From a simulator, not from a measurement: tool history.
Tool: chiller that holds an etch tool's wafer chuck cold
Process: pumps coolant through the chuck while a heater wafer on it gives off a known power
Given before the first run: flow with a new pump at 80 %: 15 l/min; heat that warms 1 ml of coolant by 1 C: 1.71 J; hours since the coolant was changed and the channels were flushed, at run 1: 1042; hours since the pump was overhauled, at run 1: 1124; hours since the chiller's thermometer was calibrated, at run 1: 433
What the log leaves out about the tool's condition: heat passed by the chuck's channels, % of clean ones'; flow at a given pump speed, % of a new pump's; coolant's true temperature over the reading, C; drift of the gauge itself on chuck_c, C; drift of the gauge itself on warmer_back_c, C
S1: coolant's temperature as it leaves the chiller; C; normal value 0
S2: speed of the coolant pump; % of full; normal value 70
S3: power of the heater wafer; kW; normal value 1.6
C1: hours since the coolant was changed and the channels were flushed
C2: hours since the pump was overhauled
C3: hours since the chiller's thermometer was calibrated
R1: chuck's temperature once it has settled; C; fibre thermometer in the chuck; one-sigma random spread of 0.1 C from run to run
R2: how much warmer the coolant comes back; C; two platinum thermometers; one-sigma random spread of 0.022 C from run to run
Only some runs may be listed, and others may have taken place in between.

run   hour  S1  S2     S3    C1    C2    C3    R1    R2
  1      0   0  70    1.6  1042  1124   433  15.8  4.33
  2   32.6   0  93    1.6  1075  1157   466  13.3   3.3
  3   81.4   0  93    1.6  1124  1206   515  13.2  3.31
  4  101.9   0  70  2.091  1144  1226   535  20.6   5.6
  5  129.8   0  70  2.091  1172  1254   563  20.7  5.63
  6  166.1   0  70   2.13  1208  1290   600  21.3   5.7
  7  206.3   0  98    1.6  1249  1331   640  12.8  3.15
  8  231.5   0  98    1.6  1274  1356   665    13  3.14
  9  252.2   0  70   2.01  1295  1377   686  19.9  5.39
 10  285.8   0  70   2.01  1328  1410   719  20.3  5.41
     294.3  -- coolant pump overhauled
 11  322.1   0  70   2.01  1359    28   751  20.3   5.4
 12  362.3   0  70  2.137  1400    68   791  21.4  5.76
     409.1  -- coolant pump overhauled, once more
 13  416.9   0  69    1.6  1449     8   840  16.2  4.33
 14  443.2  -2  69  1.215  1475    34   867  10.3  3.29
 15  492.9   7  61  1.274  1525    84   916  20.9  3.91
 16  522.1   7  61  1.274  1554   113   946  20.9  3.84
 17  555.6   7  61  1.274  1588   147   979  20.9  3.89
 18  592.9   7  61  1.274  1625   184  1016  21.2   3.9
 19  634.5   0  70  0.918  1667   225  1058   9.5   2.5
 20  683.1  10  91    1.6  1715   274  1107  23.9  3.39
 21  712.3  10  91    1.6  1745   303  1136  24.1  3.37
 22  737.5  10  91    1.6  1770   328  1161  23.7  3.32
 23  773.3  -7  91  0.802  1806   364  1197  -0.4  1.67
 24  799.7  -2  96  2.037  1832   391  1223  15.2  4.02
 25  845.1  -5  97  1.129  1877   436  1268   4.4  2.21
 26  893.8   9  73    1.6  1926   485  1317    25  4.16

Below are 3 alternative next runs, each starting from the tool's condition after run 26. Predict each:
  A  925.1  -1  70  1.682  1957  516  1349   ?   ?
  B  925.1   0  99  0.807  1957  516  1349   ?   ?
  C  925.1   0  66   0.82  1957  516  1349   ?   ?

run    R1    R2
  A  16.5  4.53
  B   6.6   1.6
  C   8.6  2.35
What these runs would have given with no unlogged condition in the tool:
run    R1    R2
  A  14.6  4.46
  B   6.1  1.58
  C   7.8  2.31
